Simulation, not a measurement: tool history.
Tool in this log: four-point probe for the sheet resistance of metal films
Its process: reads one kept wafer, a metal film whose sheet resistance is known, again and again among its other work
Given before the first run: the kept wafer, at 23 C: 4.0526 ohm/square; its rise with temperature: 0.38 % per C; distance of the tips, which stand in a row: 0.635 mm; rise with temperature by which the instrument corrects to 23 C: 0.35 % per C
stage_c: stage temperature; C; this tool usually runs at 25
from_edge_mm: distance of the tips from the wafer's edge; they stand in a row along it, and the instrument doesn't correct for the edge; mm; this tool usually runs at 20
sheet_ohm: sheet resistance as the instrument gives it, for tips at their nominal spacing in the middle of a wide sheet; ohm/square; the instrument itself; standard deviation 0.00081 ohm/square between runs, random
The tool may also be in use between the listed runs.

| run | hour | stage_c | from_edge_mm | sheet_ohm |
|---|---|---|---|---|
| 1 | 0 | 25 | 20 | 4.041351 |
| 2 | 10.6 | 25 | 20 | 4.040637 |
| 3 | 18.8 | 29 | 20 | 4.047246 |
| 4 | 26.6 | 19 | 20 | 4.03357 |
| 5 | 35.3 | 19 | 63 | 4.02937 |
| 6 | 47.9 | 19 | 63 | 4.029054 |
| 7 | 62.3 | 19 | 63 | 4.030873 |
| 8 | 77.1 | 19 | 63 | 4.030597 |
| 9 | 89.8 | 19 | 63 | 4.030665 |
| 10 | 103.2 | 19 | 63 | 4.031299 |
|  | 104.7 | stage's thermometer calibrated |
| 11 | 114.9 | 19 | 63 | 4.030181 |
| 12 | 129.7 | 19 | 63 | 4.029328 |
| 13 | 142.2 | 19 | 63 | 4.029036 |
| 14 | 158.7 | 19 | 63 | 4.029306 |
| 15 | 166.9 | 22 | 19 | 4.035154 |
| 16 | 182.7 | 27 | 5 | 4.07451 |
|  | 186.9 | stage's thermometer calibrated, once more |
| 17 | 195.9 | 35 | 12 | 4.060234 |
| 18 | 206.4 | 20 | 12 | 4.041358 |
| 19 | 223.1 | 20 | 3 | 4.130843 |
| 20 | 232 | 32 | 8 | 4.062423 |
| 21 | 239.9 | 32 | 8 | 4.064936 |
| 22 | 248.9 | 31 | 21 | 4.051575 |
| 23 | 259.2 | 19 | 13 | 4.039049 |
| 24 | 272.2 | 24 | 18 | 4.042048 |
| 25 | 286.3 | 24 | 18 | 4.042289 |

Here are 3 independent what-if runs from the current tool condition. What would each one return?
| A | 293.2 | 31 | 67 | ? |
| B | 293.2 | 24 | 67 | ? |
| C | 293.2 | 35 | 32 | ? |

| run | sheet_ohm |
|---|---|
| A | 4.047 |
| B | 4.040989 |
| C | 4.053884 |
With no hidden state in the tool, these same runs would have given:
| run | sheet_ohm |
|---|---|
| A | 4.061546 |
| B | 4.055533 |
| C | 4.068445 |
